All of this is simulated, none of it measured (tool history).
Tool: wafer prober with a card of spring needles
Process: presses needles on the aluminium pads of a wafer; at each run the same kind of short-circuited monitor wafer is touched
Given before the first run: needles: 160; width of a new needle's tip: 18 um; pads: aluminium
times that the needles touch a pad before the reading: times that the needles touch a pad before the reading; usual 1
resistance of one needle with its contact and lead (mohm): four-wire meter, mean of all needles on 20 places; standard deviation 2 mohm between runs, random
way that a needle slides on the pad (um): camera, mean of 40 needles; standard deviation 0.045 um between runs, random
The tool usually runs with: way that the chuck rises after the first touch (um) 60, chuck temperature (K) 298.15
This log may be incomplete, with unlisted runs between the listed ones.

run,hour,way that the chuck rises after the first touch (um),chuck temperature (K),times that the needles touch a pad before the reading,resistance of one needle with its contact and lead (mohm),way that a needle slides on the pad (um)
1,0.0,60,298.15,1,278,13.58
# hour 6.4: tips cleaned on abrasive film
2,25.0,60,298.15,3,239,13.53
# hour 29.1: tips cleaned on abrasive film
3,46.5,60,331.15,3,245,13.58
# hour 51.1: tips cleaned on abrasive film
4,66.8,60,298.15,1,271,13.47
# hour 74.7: tips cleaned on abrasive film
5,82.4,41,298.15,1,305,9.23
# hour 98.3: tips cleaned on abrasive film
6,106.4,60,298.15,1,258,13.46
# hour 120.6: tips cleaned on abrasive film
7,124.6,60,298.15,1,246,13.49
# hour 143.2: tips cleaned on abrasive film
8,147.0,60,387.15,1,258,13.43
9,157.8,60,298.15,1,277,13.41
# hour 166.3: tips cleaned on abrasive film
10,175.7,60,298.15,1,263,13.50
# hour 190.1: tips cleaned on abrasive film
11,200.8,53,298.15,1,274,11.87
# hour 213.1: tips cleaned on abrasive film
12,224.1,53,298.15,1,285,11.79
# hour 235.5: tips cleaned on abrasive film
13,239.9,60,298.15,1,247,13.44
# hour 258.7: tips cleaned on abrasive film
14,260.7,60,298.15,1,234,13.36
# hour 280.6: tips cleaned on abrasive film
15,282.7,60,298.15,2,221,13.42
16,301.8,60,298.15,2,254,13.42
# hour 303.8: tips cleaned on abrasive film
17,314.0,60,298.15,2,246,13.38
# hour 326.8: tips cleaned on abrasive film
18,337.8,59,339.15,2,256,13.10
# hour 349.5: tips cleaned on abrasive film
19,351.9,79,339.15,2,232,17.65
20,368.1,60,298.15,1,286,13.38
# hour 371.6: tips cleaned on abrasive film
21,382.2,60,298.15,1,267,13.35
# hour 394.5: tips cleaned on abrasive film
22,399.5,60,301.15,2,238,13.28
# hour 417.5: tips cleaned on abrasive film
23,421.3,79,312.15,1,233,17.60
24,435.2,46,298.15,1,328,10.14
# hour 440.0: tips cleaned on abrasive film
25,459.4,69,310.15,1,270,15.37
# hour 461.9: tips cleaned on abrasive film
26,479.0,42,318.15,1,354,9.21
# hour 484.9: tips cleaned on abrasive film
27,490.4,57,369.15,1,267,12.52
# hour 508.5: tips cleaned on abrasive film
28,512.3,57,369.15,1,262,12.63
29,526.0,80,298.15,1,255,17.81
# hour 530.6: tips cleaned on abrasive film
30,542.4,56,298.15,1,283,12.39
# hour 552.5: tips cleaned on abrasive film
31,560.6,63,329.15,2,243,13.90
32,574.1,60,381.15,1,302,13.24
# hour 576.5: tips cleaned on abrasive film
33,590.5,60,381.15,1,288,13.24
# hour 599.2: tips cleaned on abrasive film
34,613.5,54,338.15,1,302,11.88

Results for each run, recomputed without the tool's hidden state and with each run's random variation untouched:
The tool's hidden condition here consists of: debris on the tips, nm; way that the needles fall short of the set height, um; tips' diameter, um; drift of the gauge itself on contact_mohm, %; drift of the gauge itself on scrub_um, %.
run,resistance of one needle with its contact and lead (mohm),way that a needle slides on the pad (um)
1,213,13.64
2,216,13.61
3,222,13.67
4,209,13.57
5,219,9.33
6,213,13.57
7,218,13.61
8,235,13.57
9,215,13.54
10,214,13.65
11,211,12.02
12,216,11.95
13,220,13.61
14,212,13.54
15,210,13.61
16,211,13.62
17,214,13.59
18,225,13.31
19,223,17.87
20,217,13.61
21,214,13.59
22,217,13.52
23,215,17.85
24,219,10.39
25,215,15.63
26,227,9.49
27,229,12.80
28,233,12.92
29,211,18.11
30,218,12.69
31,220,14.21
32,235,13.55
33,233,13.56
34,228,12.22

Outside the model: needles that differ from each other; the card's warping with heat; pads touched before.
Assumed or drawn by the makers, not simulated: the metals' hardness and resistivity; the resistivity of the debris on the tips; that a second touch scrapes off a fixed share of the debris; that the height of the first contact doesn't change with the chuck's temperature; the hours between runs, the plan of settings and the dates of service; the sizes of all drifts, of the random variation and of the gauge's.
